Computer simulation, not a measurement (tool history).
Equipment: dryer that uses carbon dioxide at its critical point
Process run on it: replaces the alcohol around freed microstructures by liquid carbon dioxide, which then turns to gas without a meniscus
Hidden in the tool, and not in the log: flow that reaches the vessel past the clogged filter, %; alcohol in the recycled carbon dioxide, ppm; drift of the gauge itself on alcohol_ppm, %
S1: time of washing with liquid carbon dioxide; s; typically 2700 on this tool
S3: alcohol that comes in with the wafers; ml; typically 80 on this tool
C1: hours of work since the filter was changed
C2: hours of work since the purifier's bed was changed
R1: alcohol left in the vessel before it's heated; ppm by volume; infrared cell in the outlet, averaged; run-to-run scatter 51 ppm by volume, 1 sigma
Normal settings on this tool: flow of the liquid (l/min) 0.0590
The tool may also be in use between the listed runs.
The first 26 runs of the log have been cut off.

run 27 hour=306.4 | S1=3180 flow_of_the_liquid_(l/min)=0.0999 S3=80 | C1=215 C2=556 | R1=219
run 28 hour=316.6 | S1=2040 flow_of_the_liquid_(l/min)=0.0527 S3=61 | C1=222 C2=563 | R1=11533
run 29 hour=324.7 | S1=2700 flow_of_the_liquid_(l/min)=0.0497 S3=99 | C1=227 C2=569 | R1=10514
run 30 hour=334.9 | S1=2700 flow_of_the_liquid_(l/min)=0.0497 S3=99 | C1=234 C2=576 | R1=10657
run 31 hour=348.1 | S1=2700 flow_of_the_liquid_(l/min)=0.0394 S3=99 | C1=244 C2=585 | R1=19381
run 32 hour=363.5 | S1=2700 flow_of_the_liquid_(l/min)=0.0394 S3=99 | C1=254 C2=596 | R1=19342
run 33 hour=370.4 | S1=2400 flow_of_the_liquid_(l/min)=0.0451 S3=52 | C1=259 C2=600 | R1=10176
run 34 hour=384.5 | S1=2400 flow_of_the_liquid_(l/min)=0.0451 S3=52 | C1=269 C2=610 | R1=10234
run 35 hour=392.9 | S1=2640 flow_of_the_liquid_(l/min)=0.0491 S3=28 | C1=274 C2=616 | R1=3461
run 36 hour=406.2 | S1=2700 flow_of_the_liquid_(l/min)=0.0590 S3=45 | C1=284 C2=625 | R1=3007
run 37 hour=418.2 | S1=2700 flow_of_the_liquid_(l/min)=0.0590 S3=45 | C1=292 C2=633 | R1=3175
run 38 hour=427.1 | S1=2700 flow_of_the_liquid_(l/min)=0.0534 S3=101 | C1=298 C2=639 | R1=9607
run 39 hour=436.1 | S1=2700 flow_of_the_liquid_(l/min)=0.0765 S3=80 | C1=304 C2=646 | R1=2110
run 40 hour=444.0 | S1=2700 flow_of_the_liquid_(l/min)=0.0483 S3=63 | C1=310 C2=651 | R1=8073
run 41 hour=451.5 | S1=2700 flow_of_the_liquid_(l/min)=0.0442 S3=59 | C1=315 C2=656 | R1=9547
run 42 hour=460.4 | S1=2700 flow_of_the_liquid_(l/min)=0.0442 S3=59 | C1=321 C2=662 | R1=9352
run 43 hour=476.8 | S1=2700 flow_of_the_liquid_(l/min)=0.0590 S3=113 | C1=332 C2=674 | R1=8523
run 44 hour=485.5 | S1=2520 flow_of_the_liquid_(l/min)=0.0595 S3=28 | C1=338 C2=680 | R1=2505
run 45 hour=494.4 | S1=3180 flow_of_the_liquid_(l/min)=0.0607 S3=80 | C1=344 C2=686 | R1=3033

Run 46 is up next; what results do you expect?
run 46 hour=508.3 | S1=2700 flow_of_the_liquid_(l/min)=0.0590 S3=32 | C1=354 C2=695 | R1=?

R1: 2526 ppm by volume
Minus the tool's unlogged condition, the same run would have read R1 1380 ppm by volume.
